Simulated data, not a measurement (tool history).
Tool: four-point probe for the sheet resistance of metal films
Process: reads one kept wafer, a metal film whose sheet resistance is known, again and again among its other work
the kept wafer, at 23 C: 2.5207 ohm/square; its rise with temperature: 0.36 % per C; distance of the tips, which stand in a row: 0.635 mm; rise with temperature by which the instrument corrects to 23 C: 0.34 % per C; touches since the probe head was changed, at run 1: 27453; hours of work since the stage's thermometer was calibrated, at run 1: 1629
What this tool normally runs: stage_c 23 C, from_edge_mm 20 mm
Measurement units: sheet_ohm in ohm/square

run    hour  stage_c  from_edge_mm  touches since the probe head was changed  hours of work since the stage's thermometer was calibrated  sheet_ohm
  1     0.0       23            20                                     27453                                                        1629   2.522758
  2    34.1       23            20                                     28913                                                        1654   2.522113
  3    74.1       23            20                                     30627                                                        1683   2.521877
  4   125.3       25            20                                     32820                                                        1721   2.522539
  5   163.6       23            17                                     34459                                                        1749   2.521636
      220.8  -- stage's thermometer calibrated
  6   231.7       23            17                                     37352                                                           8   2.515459
  7   265.4       24            17                                     38794                                                          33   2.515975
  8   315.4       24            17                                     40935                                                          69   2.515747
  9   343.5       24            17                                     42142                                                          90   2.515108
 10   383.7       24            17                                     43863                                                         120   2.513948
 11   417.5       23            20                                     45310                                                         144   2.513902
 12   460.3       23            20                                     47142                                                         176   2.513489
 13   526.6       23            20                                     49981                                                         224   2.512511
 14   561.0       23            20                                     51452                                                         250   2.512376
 15   599.9       22            20                                     53122                                                         278   2.512871
 16   642.6       23            20                                     54948                                                         309   2.512757
 17   685.3       23            20                                     56776                                                         341   2.512078
 18   740.9       23             5                                     59157                                                         382   2.531662
 19   794.3       23            20                                     61445                                                         421   2.511046
 20   839.7       23            20                                     63388                                                         454   2.511733
 21   886.6       31            20                                     65397                                                         489   2.512851
 22   933.4       31            20                                     67399                                                         523   2.512937
 23   967.3       31            20                                     68850                                                         548   2.512245
 24  1020.0       24            18                                     71109                                                         586   2.509822
 25  1051.5       19            57                                     72457                                                         609   2.506821
 26  1114.2       19            57                                     75141                                                         655   2.506092
 27  1155.6       29             5                                     76916                                                         686   2.531252
 28  1190.0       29             5                                     78388                                                         711   2.531033
 29  1258.2       26            38                                     81308                                                         761   2.508256
 30  1326.6       23            52                                     84238                                                         811   2.505630
     1352.0  -- new probe head fitted
 31  1366.4       27            24                                       621                                                         840   2.513908
 32  1430.2       24            36                                      3350                                                         887   2.512301
 33  1468.2       19            67                                      4976                                                         914   2.509562
 34  1523.0       19            67                                      7323                                                         955   2.509693
 35  1591.1       33             7                                     10243                                                        1005   2.525189
 36  1646.7       27             5                                     12623                                                        1045   2.532706
 37  1688.8       27             5                                     14424                                                        1076   2.532078
 38  1734.7       28             9                                     16388                                                        1110   2.518632
 39  1769.5       28             9                                     17880                                                        1136   2.516443
 40  1817.5       26             3                                     19937                                                        1171   2.568616
 41  1858.5       26             3                                     21693                                                        1201   2.568630
 42  1899.8       31             5                                     23458                                                        1231   2.532656
 43  1967.3       28            20                                     26348                                                        1281   2.509596
 44  2004.5       34             4                                     27943                                                        1308   2.544206

How would selected steps in sheet_ohm from run to run divide? Give the signed amount a tool lacking its hidden state would still show from settings, what came in and random variation, and the signed amount left for the hidden state, including any gauge scatter that is not in both of the compared results.
Hidden state at play: inner tips' distance over the nominal, %; tips' flats over new ones', %; wafer's true temperature over the reading, C; drift of the gauge itself on sheet_ohm, %.
Run 5 -> 6: stage's thermometer calibrated. sheet_ohm -0.006177 ohm/square: hidden state -0.005954, all else -0.000223.
Run 30 -> 31: stage_c 23 -> 27, from_edge_mm 52 -> 24, new probe head fitted. sheet_ohm +0.008278 ohm/square: hidden state +0.005992, all else +0.002286.
Run 34 -> 35: stage_c 19 -> 33, from_edge_mm 67 -> 7. sheet_ohm +0.015496 ohm/square: hidden state -0.000628, all else +0.016124.
Run 39 -> 40: stage_c 28 -> 26, from_edge_mm 9 -> 3. sheet_ohm +0.052173 ohm/square: hidden state -0.000582, all else +0.052755.
Run 41 -> 42: stage_c 26 -> 31, from_edge_mm 3 -> 5. sheet_ohm -0.035974 ohm/square: hidden state -0.000240, all else -0.035734.
Run 43 -> 44: stage_c 28 -> 34, from_edge_mm 20 -> 4. sheet_ohm +0.034610 ohm/square: hidden state -0.000529, all else +0.035139.
